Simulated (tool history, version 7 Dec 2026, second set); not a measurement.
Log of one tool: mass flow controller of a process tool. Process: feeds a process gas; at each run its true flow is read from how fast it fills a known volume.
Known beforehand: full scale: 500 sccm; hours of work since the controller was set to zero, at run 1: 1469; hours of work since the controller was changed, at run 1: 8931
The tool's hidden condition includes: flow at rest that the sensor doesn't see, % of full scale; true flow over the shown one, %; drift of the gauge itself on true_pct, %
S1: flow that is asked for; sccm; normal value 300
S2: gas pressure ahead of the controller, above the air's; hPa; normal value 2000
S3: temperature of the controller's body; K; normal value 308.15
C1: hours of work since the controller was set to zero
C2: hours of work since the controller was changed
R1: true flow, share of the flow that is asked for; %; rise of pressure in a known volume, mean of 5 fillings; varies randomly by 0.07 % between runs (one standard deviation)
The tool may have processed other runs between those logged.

{"run": 1, "hour": 0.0, "S1": 300, "S2": 2000, "S3": 308.15, "C1": 1469, "C2": 8931, "R1": 98.1}
{"run": 2, "hour": 570.9, "S1": 300, "S2": 2000, "S3": 308.15, "C1": 1734, "C2": 9196, "R1": 98.25}
{"run": 3, "hour": 915.8, "S1": 300, "S2": 2000, "S3": 308.15, "C1": 1894, "C2": 9356, "R1": 98.38}
{"run": 4, "hour": 1257.4, "S1": 300, "S2": 2000, "S3": 308.15, "C1": 2053, "C2": 9514, "R1": 98.41}
{"run": 5, "hour": 1662.1, "S1": 300, "S2": 2000, "S3": 308.15, "C1": 2241, "C2": 9702, "R1": 98.39}
{"run": 6, "hour": 2234.2, "S1": 300, "S2": 2000, "S3": 308.15, "C1": 2506, "C2": 9967, "R1": 98.6}
{"run": 7, "hour": 2588.0, "S1": 300, "S2": 2000, "S3": 308.15, "C1": 2670, "C2": 10132, "R1": 98.82}
{"run": 8, "hour": 3070.7, "S1": 300, "S2": 2000, "S3": 308.15, "C1": 2894, "C2": 10356, "R1": 98.92}
{"run": 9, "hour": 3512.7, "S1": 453, "S2": 2000, "S3": 308.15, "C1": 3099, "C2": 10561, "R1": 99.74}
{"run": 10, "hour": 3891.8, "S1": 453, "S2": 2000, "S3": 308.15, "C1": 3275, "C2": 10737, "R1": 99.78}
{"run": 11, "hour": 4263.4, "S1": 453, "S2": 2000, "S3": 308.15, "C1": 3448, "C2": 10909, "R1": 99.92}
{"run": 12, "hour": 4724.6, "S1": 188, "S2": 2030, "S3": 308.15, "C1": 3662, "C2": 11123, "R1": 98.68}
{"run": 13, "hour": 5130.2, "S1": 358, "S2": 2470, "S3": 294.15, "C1": 3850, "C2": 11311, "R1": 100.69}
{"run": 14, "hour": 5490.2, "S1": 358, "S2": 2010, "S3": 295.15, "C1": 4017, "C2": 11478, "R1": 100.79}
{"run": 15, "hour": 5805.7, "S1": 299, "S2": 1420, "S3": 298.15, "C1": 4163, "C2": 11625, "R1": 100.51}
{"run": 16, "hour": 6295.2, "S1": 299, "S2": 1420, "S3": 298.15, "C1": 4391, "C2": 11852, "R1": 100.52}
{"run": 17, "hour": 6794.5, "S1": 52, "S2": 1440, "S3": 304.15, "C1": 4622, "C2": 12084, "R1": 98.91}

Here are 4 independent what-if runs from the current tool condition. What would each one return?
{"run": "A", "hour": 7311.2, "S1": 300, "S2": 2250, "S3": 308.15, "C1": 4862, "C2": 12323, "R1": "?"}
{"run": "B", "hour": 7311.2, "S1": 300, "S2": 1700, "S3": 308.15, "C1": 4862, "C2": 12323, "R1": "?"}
{"run": "C", "hour": 7311.2, "S1": 52, "S2": 2120, "S3": 301.15, "C1": 4862, "C2": 12323, "R1": "?"}
{"run": "D", "hour": 7311.2, "S1": 378, "S2": 1440, "S3": 306.15, "C1": 4862, "C2": 12323, "R1": "?"}

run=A R1=99.69
run=B R1=99.77
run=C R1=99.3
run=D R1=100.49
What these runs would have given with no unlogged condition in the tool:
run=A R1=98.12
run=B R1=98.2
run=C R1=97.75
run=D R1=98.91
